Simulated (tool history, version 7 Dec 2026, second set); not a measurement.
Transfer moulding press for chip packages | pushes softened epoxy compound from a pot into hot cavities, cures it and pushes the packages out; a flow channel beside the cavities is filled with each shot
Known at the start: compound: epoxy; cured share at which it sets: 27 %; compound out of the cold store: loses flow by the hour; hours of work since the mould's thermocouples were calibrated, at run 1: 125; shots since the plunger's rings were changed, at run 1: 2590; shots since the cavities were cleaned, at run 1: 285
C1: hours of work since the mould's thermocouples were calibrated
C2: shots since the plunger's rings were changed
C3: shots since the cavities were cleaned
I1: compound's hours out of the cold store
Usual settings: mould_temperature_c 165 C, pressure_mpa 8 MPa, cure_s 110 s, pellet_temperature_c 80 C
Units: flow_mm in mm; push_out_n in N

{"run": 1, "hour": 0.0, "mould_temperature_c": 165, "pressure_mpa": 8, "cure_s": 110, "pellet_temperature_c": 80, "C1": 125, "C2": 2590, "C3": 285, "I1": 20.3, "flow_mm": 584, "push_out_n": 343}
{"run": 2, "hour": 6.6, "mould_temperature_c": 165, "pressure_mpa": 6.95, "cure_s": 110, "pellet_temperature_c": 80, "C1": 127, "C2": 2642, "C3": 337, "I1": 9, "flow_mm": 572, "push_out_n": 342}
{"run": 3, "hour": 14.1, "mould_temperature_c": 165, "pressure_mpa": 8, "cure_s": 110, "pellet_temperature_c": 80, "C1": 131, "C2": 2700, "C3": 395, "I1": 46.3, "flow_mm": 519, "push_out_n": 321}
{"hour": 17.3, "done": "cavities cleaned with cleaning compound and waxed"}
{"run": 4, "hour": 23.4, "mould_temperature_c": 164, "pressure_mpa": 8, "cure_s": 110, "pellet_temperature_c": 80, "C1": 134, "C2": 2762, "C3": 48, "I1": 12.1, "flow_mm": 607, "push_out_n": 349}
{"run": 5, "hour": 30.2, "mould_temperature_c": 164, "pressure_mpa": 8, "cure_s": 110, "pellet_temperature_c": 80, "C1": 137, "C2": 2815, "C3": 101, "I1": 42.7, "flow_mm": 531, "push_out_n": 334}
{"run": 6, "hour": 37.6, "mould_temperature_c": 164, "pressure_mpa": 8, "cure_s": 110, "pellet_temperature_c": 80, "C1": 140, "C2": 2873, "C3": 159, "I1": 8.9, "flow_mm": 615, "push_out_n": 366}
{"run": 7, "hour": 45.1, "mould_temperature_c": 165, "pressure_mpa": 8, "cure_s": 138, "pellet_temperature_c": 80, "C1": 144, "C2": 2932, "C3": 218, "I1": 27.4, "flow_mm": 565, "push_out_n": 298}
{"run": 8, "hour": 50.2, "mould_temperature_c": 160, "pressure_mpa": 8, "cure_s": 110, "pellet_temperature_c": 80, "C1": 146, "C2": 2973, "C3": 259, "I1": 41.3, "flow_mm": 544, "push_out_n": 417}
{"run": 9, "hour": 59.8, "mould_temperature_c": 160, "pressure_mpa": 8, "cure_s": 110, "pellet_temperature_c": 80, "C1": 150, "C2": 3048, "C3": 334, "I1": 9, "flow_mm": 633, "push_out_n": 460}
{"hour": 70.0, "done": "cavities cleaned with cleaning compound and waxed"}
{"run": 10, "hour": 72.4, "mould_temperature_c": 165, "pressure_mpa": 8, "cure_s": 110, "pellet_temperature_c": 80, "C1": 155, "C2": 3135, "C3": 18, "I1": 24.8, "flow_mm": 568, "push_out_n": 345}
{"run": 11, "hour": 77.8, "mould_temperature_c": 165, "pressure_mpa": 8, "cure_s": 110, "pellet_temperature_c": 80, "C1": 157, "C2": 3178, "C3": 61, "I1": 44.4, "flow_mm": 523, "push_out_n": 338}
{"run": 12, "hour": 85.9, "mould_temperature_c": 165, "pressure_mpa": 8, "cure_s": 110, "pellet_temperature_c": 80, "C1": 161, "C2": 3242, "C3": 125, "I1": 40.3, "flow_mm": 535, "push_out_n": 323}
{"run": 13, "hour": 91.4, "mould_temperature_c": 165, "pressure_mpa": 8.65, "cure_s": 116, "pellet_temperature_c": 80, "C1": 163, "C2": 3286, "C3": 169, "I1": 10, "flow_mm": 632, "push_out_n": 312}
{"run": 14, "hour": 96.8, "mould_temperature_c": 165, "pressure_mpa": 8.65, "cure_s": 116, "pellet_temperature_c": 80, "C1": 166, "C2": 3327, "C3": 210, "I1": 26.8, "flow_mm": 590, "push_out_n": 326}
{"hour": 99.9, "done": "plunger's sealing rings changed"}
{"run": 15, "hour": 110.8, "mould_temperature_c": 161, "pressure_mpa": 8.65, "cure_s": 116, "pellet_temperature_c": 79, "C1": 171, "C2": 85, "C3": 301, "I1": 33.1, "flow_mm": 584, "push_out_n": 375}
{"run": 16, "hour": 118.7, "mould_temperature_c": 165, "pressure_mpa": 8.01, "cure_s": 110, "pellet_temperature_c": 80, "C1": 174, "C2": 147, "C3": 363, "I1": 38.2, "flow_mm": 541, "push_out_n": 326}
{"hour": 125.6, "done": "cavities cleaned with cleaning compound and waxed"}
{"run": 17, "hour": 127.4, "mould_temperature_c": 166, "pressure_mpa": 8, "cure_s": 110, "pellet_temperature_c": 80, "C1": 177, "C2": 204, "C3": 14, "I1": 14.2, "flow_mm": 595, "push_out_n": 330}
{"run": 18, "hour": 136.4, "mould_temperature_c": 165, "pressure_mpa": 8, "cure_s": 110, "pellet_temperature_c": 73, "C1": 181, "C2": 275, "C3": 85, "I1": 28.3, "flow_mm": 563, "push_out_n": 346}
{"run": 19, "hour": 144.3, "mould_temperature_c": 166, "pressure_mpa": 8, "cure_s": 110, "pellet_temperature_c": 71, "C1": 185, "C2": 337, "C3": 147, "I1": 26.1, "flow_mm": 566, "push_out_n": 331}
{"run": 20, "hour": 154.1, "mould_temperature_c": 163, "pressure_mpa": 6.33, "cure_s": 113, "pellet_temperature_c": 79, "C1": 189, "C2": 414, "C3": 224, "I1": 24.2, "flow_mm": 515, "push_out_n": 346}
{"run": 21, "hour": 159.5, "mould_temperature_c": 162, "pressure_mpa": 8.87, "cure_s": 101, "pellet_temperature_c": 79, "C1": 191, "C2": 457, "C3": 267, "I1": 23.9, "flow_mm": 613, "push_out_n": 461}
{"run": 22, "hour": 167.9, "mould_temperature_c": 160, "pressure_mpa": 8, "cure_s": 96, "pellet_temperature_c": 80, "C1": 195, "C2": 523, "C3": 333, "I1": 34.1, "flow_mm": 564, "push_out_n": 557}
{"run": 23, "hour": 172.7, "mould_temperature_c": 160, "pressure_mpa": 8, "cure_s": 96, "pellet_temperature_c": 80, "C1": 197, "C2": 561, "C3": 371, "I1": 9.6, "flow_mm": 629, "push_out_n": 639}
{"hour": 178.7, "done": "cavities cleaned with cleaning compound and waxed"}
{"run": 24, "hour": 179.5, "mould_temperature_c": 160, "pressure_mpa": 8, "cure_s": 96, "pellet_temperature_c": 80, "C1": 199, "C2": 602, "C3": 6, "I1": 29.9, "flow_mm": 573, "push_out_n": 588}

Forecast each of these 5 alternatives for the next run:
{"run": "A", "hour": 189.6, "mould_temperature_c": 165, "pressure_mpa": 7.7, "cure_s": 100, "pellet_temperature_c": 80, "C1": 204, "C2": 682, "C3": 86, "I1": 42.6, "flow_mm": "?", "push_out_n": "?"}
{"run": "B", "hour": 189.6, "mould_temperature_c": 165, "pressure_mpa": 8.89, "cure_s": 148, "pellet_temperature_c": 78, "C1": 204, "C2": 682, "C3": 86, "I1": 22.6, "flow_mm": "?", "push_out_n": "?"}
{"run": "C", "hour": 189.6, "mould_temperature_c": 164, "pressure_mpa": 6.96, "cure_s": 96, "pellet_temperature_c": 80, "C1": 204, "C2": 682, "C3": 86, "I1": 25.7, "flow_mm": "?", "push_out_n": "?"}
{"run": "D", "hour": 189.6, "mould_temperature_c": 160, "pressure_mpa": 8, "cure_s": 96, "pellet_temperature_c": 83, "C1": 204, "C2": 682, "C3": 86, "I1": 46.3, "flow_mm": "?", "push_out_n": "?"}
{"run": "E", "hour": 189.6, "mould_temperature_c": 160, "pressure_mpa": 8.83, "cure_s": 96, "pellet_temperature_c": 80, "C1": 204, "C2": 682, "C3": 86, "I1": 26.8, "flow_mm": "?", "push_out_n": "?"}

run=A flow_mm=518 push_out_n=366
run=B flow_mm=609 push_out_n=298
run=C flow_mm=535 push_out_n=423
run=D flow_mm=532 push_out_n=549
run=E flow_mm=609 push_out_n=597
Without the tool's hidden state the same runs would have given:
run=A flow_mm=518 push_out_n=364
run=B flow_mm=609 push_out_n=296
run=C flow_mm=535 push_out_n=422
run=D flow_mm=532 push_out_n=547
run=E flow_mm=609 push_out_n=594

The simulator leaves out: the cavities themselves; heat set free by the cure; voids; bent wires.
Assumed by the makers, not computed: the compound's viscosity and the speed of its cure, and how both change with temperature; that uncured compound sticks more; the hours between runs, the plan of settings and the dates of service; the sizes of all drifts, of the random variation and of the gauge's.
